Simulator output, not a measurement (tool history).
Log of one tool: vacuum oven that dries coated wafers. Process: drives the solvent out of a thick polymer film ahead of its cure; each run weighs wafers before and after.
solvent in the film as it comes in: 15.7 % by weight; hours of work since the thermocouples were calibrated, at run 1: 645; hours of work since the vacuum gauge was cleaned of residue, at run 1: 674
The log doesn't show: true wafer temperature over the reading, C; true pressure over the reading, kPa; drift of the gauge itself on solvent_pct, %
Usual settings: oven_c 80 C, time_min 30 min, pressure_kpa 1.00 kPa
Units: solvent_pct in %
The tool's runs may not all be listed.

| run | hour | oven_c | time_min | pressure_kpa | hours of work since the thermocouples were calibrated | hours of work since the vacuum gauge was cleaned of residue | solvent_pct |
|---|---|---|---|---|---|---|---|
| 1 | 0.0 | 80 | 30 | 1.00 | 645 | 674 | 2.01 |
| 2 | 29.2 | 80 | 30 | 1.00 | 662 | 691 | 1.89 |
| 3 | 56.9 | 80 | 30 | 1.00 | 677 | 706 | 1.90 |
| 4 | 91.8 | 80 | 33 | 1.00 | 697 | 726 | 1.71 |
| 5 | 108.9 | 80 | 33 | 1.00 | 707 | 736 | 1.83 |
| 6 | 143.9 | 80 | 30 | 1.00 | 727 | 756 | 2.04 |
| 7 | 173.7 | 80 | 30 | 1.00 | 744 | 773 | 1.89 |
| 8 | 200.9 | 80 | 30 | 1.00 | 759 | 788 | 1.94 |
| 9 | 229.0 | 80 | 18 | 1.00 | 775 | 804 | 3.57 |
| 10 | 250.5 | 80 | 33 | 1.00 | 788 | 817 | 1.66 |
| 11 | 287.1 | 80 | 33 | 1.00 | 808 | 837 | 1.74 |
| 12 | 316.9 | 80 | 17 | 1.00 | 825 | 854 | 3.94 |
| 13 | 344.6 | 80 | 30 | 1.00 | 841 | 870 | 1.97 |
| 14 | 377.5 | 80 | 30 | 1.10 | 860 | 889 | 2.06 |
| 15 | 405.4 | 80 | 30 | 1.00 | 876 | 905 | 1.93 |
| 16 | 431.2 | 80 | 30 | 1.00 | 891 | 920 | 1.94 |
| 17 | 465.1 | 80 | 30 | 1.00 | 910 | 939 | 1.97 |
| 18 | 492.7 | 80 | 30 | 1.00 | 926 | 955 | 2.04 |
| 19 | 520.1 | 78 | 47 | 1.00 | 941 | 970 | 1.54 |
| 20 | 540.9 | 78 | 47 | 1.00 | 953 | 982 | 1.50 |
| 21 | 556.5 | 78 | 47 | 1.00 | 962 | 991 | 1.40 |
| 22 | 581.8 | 78 | 47 | 1.00 | 976 | 1005 | 1.44 |
| 23 | 609.4 | 75 | 49 | 1.00 | 992 | 1021 | 1.74 |
|  | 620.2 | oven's thermocouples calibrated |
| 24 | 635.0 | 75 | 49 | 1.00 | 8 | 1034 | 2.03 |
| 25 | 662.8 | 75 | 32 | 1.25 | 24 | 1050 | 3.27 |
| 26 | 697.5 | 75 | 32 | 1.25 | 44 | 1070 | 3.42 |
| 27 | 723.4 | 75 | 32 | 1.25 | 59 | 1085 | 3.34 |
| 28 | 744.8 | 76 | 32 | 2.80 | 71 | 1097 | 4.35 |
| 29 | 779.8 | 80 | 30 | 1.00 | 91 | 1117 | 2.29 |
| 30 | 797.8 | 80 | 30 | 1.00 | 101 | 1127 | 2.24 |
| 31 | 828.3 | 80 | 30 | 1.00 | 118 | 1145 | 2.30 |
| 32 | 852.9 | 80 | 41 | 1.87 | 133 | 1159 | 2.28 |
| 33 | 872.5 | 74 | 18 | 0.55 | 144 | 1170 | 5.36 |
| 34 | 900.7 | 89 | 32 | 1.66 | 160 | 1186 | 1.40 |
| 35 | 932.4 | 89 | 32 | 1.66 | 178 | 1204 | 1.47 |

Measured less the same run without the tool's hidden state. The same run-to-run variation is in both; the gauge's scatter may not be:
| run | solvent_pct |
|---|---|
| 1 | +0.00 |
| 2 | +0.00 |
| 3 | +0.00 |
| 4 | +0.03 |
| 5 | +0.02 |
| 6 | +0.00 |
| 7 | +0.00 |
| 8 | +0.01 |
| 9 | -0.11 |
| 10 | +0.03 |
| 11 | +0.04 |
| 12 | -0.13 |
| 13 | +0.01 |
| 14 | +0.01 |
| 15 | +0.01 |
| 16 | +0.02 |
| 17 | +0.01 |
| 18 | +0.01 |
| 19 | +0.14 |
| 20 | +0.13 |
| 21 | +0.13 |
| 22 | +0.14 |
| 23 | +0.13 |
| 24 | +0.38 |
| 25 | +0.37 |
| 26 | +0.38 |
| 27 | +0.37 |
| 28 | +0.36 |
| 29 | +0.33 |
| 30 | +0.32 |
| 31 | +0.32 |
| 32 | +0.33 |
| 33 | +0.32 |
| 34 | +0.24 |
| 35 | +0.24 |
